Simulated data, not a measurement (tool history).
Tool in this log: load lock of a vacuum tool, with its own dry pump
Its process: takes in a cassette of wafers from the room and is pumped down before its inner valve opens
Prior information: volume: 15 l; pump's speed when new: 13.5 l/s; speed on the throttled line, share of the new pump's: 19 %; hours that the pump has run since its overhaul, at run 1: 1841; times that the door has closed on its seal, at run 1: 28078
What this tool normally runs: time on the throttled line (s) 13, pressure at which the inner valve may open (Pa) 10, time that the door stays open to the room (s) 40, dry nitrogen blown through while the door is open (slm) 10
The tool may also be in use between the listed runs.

run	hour	time on the throttled line (s)	pressure at which the inner valve may open (Pa)	time that the door stays open to the room (s)	dry nitrogen blown through while the door is open (slm)	hours that the pump has run since its overhaul	times that the door has closed on its seal	incoming humidity of the room's air, %	time from the closed door until the inner valve may open (s)	rise of the pressure with all valves shut (Pa/min)
1	0.0	13	10	40	10	1841	28078	49.3	21.5	0.156
2	407.4	13	10	40	10	2249	29040	48.5	21.1	0.165
3	705.9	13	10	40	10	2547	29745	43.3	21.5	0.171
4	1126.5	13	10	40	10	2968	30738	48.1	21.0	0.175
5	1420.0	13	10	39	10	3261	31431	45.6	21.3	0.174
6	1853.0	13	10	39	10	3695	32454	42.9	21.3	0.176
7	2121.0	13	10	40	10	3962	33087	42.3	21.6	0.180
8	2384.5	13	10	40	10	4226	33709	45.7	21.2	0.184
9	2744.8	13	10	62	10	4586	34560	44.2	21.0	0.204
10	2929.5	18	10	29	6	4771	34996	42.3	25.2	0.202
11	3125.8	13	10	240	10	4967	35460	46.5	21.4	0.263
12	3339.4	13	10	240	10	5181	35964	44.0	21.5	0.269
13	3614.9	13	10	240	10	5456	36615	45.2	21.8	0.276
14	4046.8	13	10	240	10	5888	37635	41.1	21.7	0.268
15	4256.9	13	10	240	10	6098	38131	44.7	21.4	0.285
16	4535.4	13	10	240	10	6377	38789	46.6	21.6	0.290
17	4947.1	18	10	40	10	6789	39761	47.2	25.9	0.234

Table of differences, measured result less the result of that run with no hidden state. Run-to-run variation is the same in both. Gauge scatter possibly is not:
Hidden state present: pump's speed, % of a new pump's; leak at the door's seal, Pa l/s; drift of the gauge itself on ready_s, %; drift of the gauge itself on rise_pa_min, %.
run	time from the closed door until the inner valve may open (s)	rise of the pressure with all valves shut (Pa/min)
1	+0.3	+0.111
2	+0.2	+0.115
3	+0.3	+0.121
4	+0.4	+0.124
5	+0.4	+0.129
6	+0.5	+0.134
7	+0.5	+0.137
8	+0.4	+0.142
9	+0.5	+0.150
10	+0.5	+0.151
11	+0.6	+0.151
12	+0.6	+0.156
13	+0.6	+0.161
14	+0.7	+0.166
15	+0.7	+0.170
16	+0.7	+0.175
17	+0.6	+0.181

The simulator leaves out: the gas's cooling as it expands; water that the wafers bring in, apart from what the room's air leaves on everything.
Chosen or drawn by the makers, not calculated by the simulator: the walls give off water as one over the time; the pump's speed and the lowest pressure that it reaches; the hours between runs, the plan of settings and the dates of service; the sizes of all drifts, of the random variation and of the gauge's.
